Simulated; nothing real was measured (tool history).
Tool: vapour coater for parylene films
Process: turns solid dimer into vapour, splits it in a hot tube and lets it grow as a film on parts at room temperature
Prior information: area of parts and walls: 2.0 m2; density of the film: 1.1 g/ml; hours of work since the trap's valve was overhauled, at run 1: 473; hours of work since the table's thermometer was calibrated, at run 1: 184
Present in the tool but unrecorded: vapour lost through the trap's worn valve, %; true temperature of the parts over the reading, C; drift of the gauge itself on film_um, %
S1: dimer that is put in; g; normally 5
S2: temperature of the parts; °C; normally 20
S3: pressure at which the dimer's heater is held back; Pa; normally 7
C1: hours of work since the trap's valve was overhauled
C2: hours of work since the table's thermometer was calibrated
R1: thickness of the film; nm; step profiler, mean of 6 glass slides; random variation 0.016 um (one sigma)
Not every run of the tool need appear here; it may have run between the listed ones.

{"run": 1, "hour": 0.0, "S1": 5, "S2": 20, "S3": 7, "C1": 473, "C2": 184, "R1": 920}
{"run": 2, "hour": 42.7, "S1": 5, "S2": 20, "S3": 7, "C1": 493, "C2": 203, "R1": 920}
{"run": 3, "hour": 94.2, "S1": 4, "S2": 20, "S3": 7, "C1": 517, "C2": 227, "R1": 740}
{"run": 4, "hour": 143.4, "S1": 4, "S2": 20, "S3": 7, "C1": 540, "C2": 250, "R1": 760}
{"hour": 186.6, "done": "trap's valve overhauled"}
{"run": 5, "hour": 208.4, "S1": 4, "S2": 20, "S3": 7, "C1": 10, "C2": 278, "R1": 860}
{"run": 6, "hour": 241.0, "S1": 4, "S2": 20, "S3": 7, "C1": 25, "C2": 293, "R1": 820}
{"run": 7, "hour": 296.4, "S1": 4, "S2": 20, "S3": 7, "C1": 51, "C2": 319, "R1": 840}
{"run": 8, "hour": 328.8, "S1": 4, "S2": 20, "S3": 7, "C1": 66, "C2": 334, "R1": 840}
{"run": 9, "hour": 382.2, "S1": 5, "S2": 20, "S3": 7, "C1": 91, "C2": 359, "R1": 1020}
{"run": 10, "hour": 437.5, "S1": 5, "S2": 20, "S3": 7, "C1": 116, "C2": 384, "R1": 1000}
{"run": 11, "hour": 465.4, "S1": 5, "S2": 20, "S3": 7, "C1": 129, "C2": 397, "R1": 1010}
{"run": 12, "hour": 526.4, "S1": 5, "S2": 20, "S3": 7, "C1": 157, "C2": 426, "R1": 1030}
{"run": 13, "hour": 564.7, "S1": 5, "S2": 20, "S3": 7, "C1": 175, "C2": 443, "R1": 990}
{"run": 14, "hour": 620.9, "S1": 5, "S2": 20, "S3": 7, "C1": 201, "C2": 469, "R1": 1030}
{"run": 15, "hour": 673.0, "S1": 5, "S2": 20, "S3": 7, "C1": 225, "C2": 493, "R1": 1010}
{"run": 16, "hour": 716.4, "S1": 5, "S2": 20, "S3": 7, "C1": 245, "C2": 514, "R1": 1000}
{"run": 17, "hour": 745.5, "S1": 5, "S2": 20, "S3": 7, "C1": 259, "C2": 527, "R1": 1000}
{"run": 18, "hour": 774.6, "S1": 5, "S2": 20, "S3": 7, "C1": 272, "C2": 541, "R1": 960}
{"run": 19, "hour": 817.4, "S1": 5, "S2": 20, "S3": 7, "C1": 292, "C2": 560, "R1": 970}
{"run": 20, "hour": 867.8, "S1": 5, "S2": 20, "S3": 7, "C1": 315, "C2": 584, "R1": 950}
{"run": 21, "hour": 916.6, "S1": 7, "S2": 21, "S3": 10.9, "C1": 338, "C2": 606, "R1": 1220}
{"run": 22, "hour": 952.8, "S1": 7, "S2": 21, "S3": 10.9, "C1": 355, "C2": 623, "R1": 1230}
{"run": 23, "hour": 1015.2, "S1": 5, "S2": 20, "S3": 4.32, "C1": 384, "C2": 652, "R1": 980}
{"run": 24, "hour": 1081.4, "S1": 5, "S2": 21, "S3": 4.15, "C1": 414, "C2": 683, "R1": 970}
{"run": 25, "hour": 1123.2, "S1": 5, "S2": 21, "S3": 4.15, "C1": 434, "C2": 702, "R1": 970}
{"run": 26, "hour": 1155.1, "S1": 6, "S2": 20, "S3": 7, "C1": 448, "C2": 717, "R1": 1100}
{"run": 27, "hour": 1220.1, "S1": 3, "S2": 20, "S3": 7, "C1": 479, "C2": 747, "R1": 550}
{"run": 28, "hour": 1260.6, "S1": 7, "S2": 19, "S3": 10.95, "C1": 497, "C2": 766, "R1": 1290}
{"hour": 1264.6, "done": "table's thermometer calibrated"}
{"run": 29, "hour": 1306.7, "S1": 4, "S2": 20, "S3": 7, "C1": 518, "C2": 20, "R1": 730}
{"run": 30, "hour": 1373.9, "S1": 4, "S2": 20, "S3": 7, "C1": 549, "C2": 51, "R1": 720}
{"hour": 1396.9, "done": "trap's valve overhauled"}
{"run": 31, "hour": 1415.0, "S1": 3, "S2": 18, "S3": 7, "C1": 8, "C2": 68, "R1": 660}
{"run": 32, "hour": 1459.8, "S1": 2, "S2": 29, "S3": 8.91, "C1": 29, "C2": 89, "R1": 270}
{"run": 33, "hour": 1526.7, "S1": 2, "S2": 21, "S3": 8.91, "C1": 60, "C2": 120, "R1": 380}
{"run": 34, "hour": 1572.2, "S1": 5, "S2": 20, "S3": 7, "C1": 81, "C2": 141, "R1": 1010}
{"hour": 1579.2, "done": "table's thermometer calibrated, once more"}
{"run": 35, "hour": 1633.0, "S1": 9, "S2": 20, "S3": 7, "C1": 109, "C2": 25, "R1": 1850}
{"run": 36, "hour": 1686.2, "S1": 5, "S2": 25, "S3": 7, "C1": 134, "C2": 50, "R1": 840}
{"run": 37, "hour": 1714.6, "S1": 5, "S2": 30, "S3": 7, "C1": 147, "C2": 63, "R1": 720}
{"run": 38, "hour": 1782.4, "S1": 5, "S2": 26, "S3": 3.12, "C1": 178, "C2": 94, "R1": 890}
{"run": 39, "hour": 1823.3, "S1": 5, "S2": 26, "S3": 4.97, "C1": 197, "C2": 113, "R1": 820}
{"run": 40, "hour": 1880.7, "S1": 8, "S2": 20, "S3": 7, "C1": 224, "C2": 140, "R1": 1590}

5 options for the next run, each taken on its own from the tool as it stands now. Forecast them:
{"run": "A", "hour": 1916.9, "S1": 8, "S2": 20, "S3": 8.45, "C1": 240, "C2": 156, "R1": "?"}
{"run": "B", "hour": 1916.9, "S1": 5, "S2": 19, "S3": 7, "C1": 240, "C2": 156, "R1": "?"}
{"run": "C", "hour": 1916.9, "S1": 5, "S2": 20, "S3": 2.02, "C1": 240, "C2": 156, "R1": "?"}
{"run": "D", "hour": 1916.9, "S1": 4, "S2": 16, "S3": 5.63, "C1": 240, "C2": 156, "R1": "?"}
{"run": "E", "hour": 1916.9, "S1": 5, "S2": 26, "S3": 2.61, "C1": 240, "C2": 156, "R1": "?"}

run=A R1=1550
run=B R1=1050
run=C R1=1130
run=D R1=930
run=E R1=900
Had the tool no hidden state, the same runs would have come out as:
run=A R1=1650
run=B R1=1120
run=C R1=1210
run=D R1=990
run=E R1=960
